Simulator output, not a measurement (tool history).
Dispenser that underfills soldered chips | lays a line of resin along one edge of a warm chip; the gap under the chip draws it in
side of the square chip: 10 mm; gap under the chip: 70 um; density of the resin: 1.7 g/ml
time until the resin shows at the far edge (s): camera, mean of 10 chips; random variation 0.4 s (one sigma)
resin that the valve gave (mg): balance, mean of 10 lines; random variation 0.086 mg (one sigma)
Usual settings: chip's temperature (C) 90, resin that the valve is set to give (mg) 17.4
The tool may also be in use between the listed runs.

run   hour  chip's temperature (C)  resin that the valve is set to give (mg)  time until the resin shows at the far edge (s)  resin that the valve gave (mg)
  1    0.0                      90                                      17.4                                            50.7                           16.39
       4.3  -- new syringe of resin
       5.9  -- dispensing valve cleaned and set on the balance
  2    7.7                      90                                      17.4                                            31.4                           17.33
  3   16.9                      90                                      17.4                                            57.0                           17.30
      19.5  -- new syringe of resin
  4   21.6                      77                                      17.4                                            53.5                           17.30
  5   31.1                      77                                      17.4                                            96.6                           17.37
      32.8  -- new syringe of resin
  6   36.1                      77                                      17.4                                            59.1                           17.14
  7   45.2                      77                                      17.4                                           104.6                           17.13
      47.0  -- new syringe of resin
  8   54.7                      77                                      17.3                                            77.6                           17.03
      60.6  -- new syringe of resin
  9   60.7                      90                                      19.8                                            27.2                           19.37
 10   71.0                      90                                      17.4                                            53.7                           16.92
      74.2  -- new syringe of resin
 11   77.8                      84                                      17.4                                            46.0                           16.93
 12   82.5                      84                                      17.4                                            60.8                           16.84
      87.6  -- new syringe of resin
 13   93.2                      81                                      17.4                                            58.3                           16.79
 14  100.3                      81                                      17.4                                            91.3                           16.66
     101.0  -- new syringe of resin
 15  109.9                      81                                      21.7                                            69.2                           20.75
     114.6  -- new syringe of resin
 16  117.0                      81                                      21.7                                            45.9                           20.48
 17  122.7                      81                                      21.7                                            65.5                           20.63
     128.0  -- new syringe of resin
 18  131.6                      98                                      20.2                                            25.7                           19.17
     137.3  -- dispensing valve cleaned and set on the balance
 19  140.9                      98                                      20.2                                            42.1                           20.18
     142.6  -- new syringe of resin
 20  147.3                     104                                      16.5                                            22.5                           16.52
 21  153.6                     104                                      16.5                                            32.5                           16.44
     156.5  -- new syringe of resin
 22  164.4                     104                                      16.5                                            27.9                           16.31
     170.3  -- new syringe of resin
 23  175.3                     104                                      16.5                                            22.8                           16.27
 24  180.1                      93                                      17.2                                            47.8                           16.85
     184.1  -- new syringe of resin
 25  189.5                     105                                      15.2                                            23.6                           14.94
 26  193.9                      99                                      16.5                                            37.4                           16.05

4 ways to go on from here, each from the tool as it stands after run 26. What would each give?
     197.5  -- new syringe of resin
  A  200.3                      90                                      17.2                                               ?                               ?
     197.5  -- new syringe of resin
  B  200.3                     104                                      17.4                                               ?                               ?
     197.5  -- new syringe of resin
  C  200.3                      83                                      20.1                                               ?                               ?
     197.5  -- new syringe of resin
  D  200.3                      91                                      19.2                                               ?                               ?

run  time until the resin shows at the far edge (s)  resin that the valve gave (mg)
  A                                            33.7                           16.81
  B                                            19.1                           16.96
  C                                            43.5                           19.60
  D                                            31.5                           18.92
Without the tool's hidden state the same runs would have given:
run  time until the resin shows at the far edge (s)  resin that the valve gave (mg)
  A                                            26.2                           17.28
  B                                            14.8                           17.43
  C                                            33.7                           20.14
  D                                            24.4                           19.43
